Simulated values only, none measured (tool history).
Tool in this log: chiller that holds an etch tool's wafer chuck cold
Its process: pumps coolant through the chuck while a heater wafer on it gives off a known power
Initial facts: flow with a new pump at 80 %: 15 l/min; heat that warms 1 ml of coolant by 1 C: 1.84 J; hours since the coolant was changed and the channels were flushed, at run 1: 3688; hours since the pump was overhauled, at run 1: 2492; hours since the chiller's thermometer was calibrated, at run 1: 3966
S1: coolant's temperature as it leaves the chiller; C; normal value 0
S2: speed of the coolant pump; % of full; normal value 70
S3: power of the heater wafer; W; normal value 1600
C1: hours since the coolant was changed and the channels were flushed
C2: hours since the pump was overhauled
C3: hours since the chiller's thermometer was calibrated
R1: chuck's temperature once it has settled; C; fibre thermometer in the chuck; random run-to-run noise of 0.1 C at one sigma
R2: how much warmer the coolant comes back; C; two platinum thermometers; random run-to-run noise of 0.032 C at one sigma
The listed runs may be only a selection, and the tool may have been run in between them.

{"run": 1, "hour": 0.0, "S1": 0, "S2": 70, "S3": 1600, "C1": 3688, "C2": 2492, "C3": 3966, "R1": 19.9, "R2": 4.01}
{"run": 2, "hour": 74.9, "S1": 0, "S2": 70, "S3": 1600, "C1": 3763, "C2": 2567, "C3": 4041, "R1": 19.9, "R2": 4.0}
{"run": 3, "hour": 198.3, "S1": 0, "S2": 70, "S3": 1600, "C1": 3886, "C2": 2691, "C3": 4164, "R1": 20.1, "R2": 3.99}
{"run": 4, "hour": 331.2, "S1": 0, "S2": 70, "S3": 1600, "C1": 4019, "C2": 2824, "C3": 4297, "R1": 19.8, "R2": 4.04}
{"run": 5, "hour": 409.6, "S1": 0, "S2": 62, "S3": 1600, "C1": 4097, "C2": 2902, "C3": 4376, "R1": 22.0, "R2": 4.63}
{"run": 6, "hour": 518.4, "S1": 0, "S2": 62, "S3": 1600, "C1": 4206, "C2": 3011, "C3": 4484, "R1": 21.9, "R2": 4.58}
{"run": 7, "hour": 639.7, "S1": 0, "S2": 70, "S3": 1600, "C1": 4327, "C2": 3132, "C3": 4606, "R1": 19.9, "R2": 4.0}
{"run": 8, "hour": 780.2, "S1": 0, "S2": 70, "S3": 1600, "C1": 4468, "C2": 3273, "C3": 4746, "R1": 20.0, "R2": 4.0}
{"run": 9, "hour": 886.7, "S1": 0, "S2": 70, "S3": 1901, "C1": 4574, "C2": 3379, "C3": 4853, "R1": 23.8, "R2": 4.8}
{"run": 10, "hour": 950.6, "S1": 0, "S2": 86, "S3": 911, "C1": 4638, "C2": 3443, "C3": 4917, "R1": 9.5, "R2": 1.85}
{"run": 11, "hour": 1084.6, "S1": 0, "S2": 86, "S3": 911, "C1": 4772, "C2": 3577, "C3": 5051, "R1": 9.8, "R2": 1.84}
{"run": 12, "hour": 1184.5, "S1": -9, "S2": 86, "S3": 1007, "C1": 4872, "C2": 3677, "C3": 5150, "R1": 1.6, "R2": 2.04}
{"hour": 1279.9, "done": "chiller's thermometer calibrated"}
{"run": 13, "hour": 1317.5, "S1": -9, "S2": 86, "S3": 1007, "C1": 5004, "C2": 3809, "C3": 38, "R1": 1.9, "R2": 2.07}
{"run": 14, "hour": 1416.6, "S1": -9, "S2": 86, "S3": 1007, "C1": 5103, "C2": 3908, "C3": 137, "R1": 1.5, "R2": 2.0}
{"run": 15, "hour": 1480.0, "S1": -9, "S2": 66, "S3": 1618, "C1": 5167, "C2": 3971, "C3": 200, "R1": 12.1, "R2": 4.36}
{"run": 16, "hour": 1544.5, "S1": -5, "S2": 70, "S3": 1813, "C1": 5231, "C2": 4036, "C3": 265, "R1": 17.5, "R2": 4.5}

Below are 3 alternative next runs, each starting from the tool's condition after run 16. Predict each:
{"run": "A", "hour": 1678.1, "S1": 0, "S2": 71, "S3": 928, "C1": 5365, "C2": 4170, "C3": 398, "R1": "?", "R2": "?"}
{"run": "B", "hour": 1678.1, "S1": -4, "S2": 92, "S3": 2136, "C1": 5365, "C2": 4170, "C3": 398, "R1": "?", "R2": "?"}
{"run": "C", "hour": 1678.1, "S1": 5, "S2": 70, "S3": 1600, "C1": 5365, "C2": 4170, "C3": 398, "R1": "?", "R2": "?"}

run=A R1=11.5 R2=2.29
run=B R1=17.3 R2=4.01
run=C R1=24.9 R2=4.02
Without the tool's unlogged condition, the same runs would have read:
run=A R1=11.5 R2=2.29
run=B R1=17.3 R2=4.01
run=C R1=24.9 R2=4.02
